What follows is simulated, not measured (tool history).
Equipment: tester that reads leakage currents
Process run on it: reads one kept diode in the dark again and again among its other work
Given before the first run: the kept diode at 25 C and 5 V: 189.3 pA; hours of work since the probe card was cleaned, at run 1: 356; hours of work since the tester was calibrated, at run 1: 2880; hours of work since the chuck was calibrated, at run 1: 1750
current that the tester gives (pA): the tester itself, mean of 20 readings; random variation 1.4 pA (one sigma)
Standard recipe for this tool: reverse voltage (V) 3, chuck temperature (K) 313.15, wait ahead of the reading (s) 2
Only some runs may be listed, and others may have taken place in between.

run,hour,reverse voltage (V),chuck temperature (K),wait ahead of the reading (s),hours of work since the probe card was cleaned,hours of work since the tester was calibrated,hours of work since the chuck was calibrated,current that the tester gives (pA)
1,0,3,313.15,2,356,2880,1750,423.07
2,92.1,3,313.15,1,429,2953,1823,421.33
3,172.3,3,313.15,8.9,492,3016,1886,424.77
4,278,3,313.15,8.9,576,3100,1970,417.71
5,340.3,3,313.15,2,625,3149,2019,417.23
6,459.5,3,313.15,2,720,3243,2113,418.28
7,543.3,3,313.15,7.48,786,3309,2180,417.75
# hour 581.6: chuck's temperature calibrated
8,612.7,3,313.15,7.48,839,3363,25,465.93
# hour 688.5: tester calibrated
9,688.5,3,313.15,7.48,898,0,83,453.29
10,791.8,3,313.15,7.48,979,82,165,451.74
11,903.8,3,313.15,2,1068,170,253,452.25
12,963.6,3,313.15,2,1115,218,301,451.78
13,1036.6,3,313.15,2,1173,275,358,448.07
14,1131.6,3,313.15,2,1248,351,434,445.96
15,1240,18.65,320.15,0.88,1334,436,519,1508.33
16,1340.1,1.35,321.15,0.88,1413,516,599,549.42
17,1412.4,13.21,318.15,2,1470,573,656,1135.03
18,1467.7,8.77,310.15,4.6,1514,616,699,562.72
19,1541.1,8.77,310.15,4.6,1572,675,758,560.57
20,1650.7,17.6,310.15,1.38,1659,761,844,747.05
21,1757.6,3,319.15,1.77,1744,846,929,652.04
22,1813.2,1.07,313.15,2,1788,890,973,289.34
23,1869.9,3,325.15,8.65,1832,935,1018,967.05
24,1941.8,8.8,313.15,1.68,1889,992,1075,678.7
# hour 1978.6: probe card cleaned and baked
25,2044.9,4.56,313.15,6.38,52,1071,1154,510.32

Selected run-to-run steps in current that the tester gives (pA), each split into two signed amounts: the part the tool would show with no hidden state at all (from settings, incoming material and random variation), and the remainder, which goes to the hidden state together with any gauge scatter not common to the measured and the hidden-state-free results:
Hidden state present: stray current of the dirty probe card, pA a volt; current scale over the true one, %; true chuck temperature over the reading, C; drift of the gauge itself on leakage_pa, %.
Run 7 -> 8: chuck's temperature calibrated. current that the tester gives (pA) +48.18: hidden state +50.22, all else -2.04.
Run 14 -> 15: reverse voltage (V) 3 -> 18.65, chuck temperature (K) 313.15 -> 320.15, wait ahead of the reading (s) 2 -> 0.88. current that the tester gives (pA) +1062.37: hidden state -8.26, all else +1070.63.
Run 15 -> 16: reverse voltage (V) 18.65 -> 1.35, chuck temperature (K) 320.15 -> 321.15. current that the tester gives (pA) -958.91: hidden state +1.92, all else -960.83.
Run 22 -> 23: reverse voltage (V) 1.07 -> 3, chuck temperature (K) 313.15 -> 325.15, wait ahead of the reading (s) 2 -> 8.65. current that the tester gives (pA) +677.71: hidden state -24.12, all else +701.83.

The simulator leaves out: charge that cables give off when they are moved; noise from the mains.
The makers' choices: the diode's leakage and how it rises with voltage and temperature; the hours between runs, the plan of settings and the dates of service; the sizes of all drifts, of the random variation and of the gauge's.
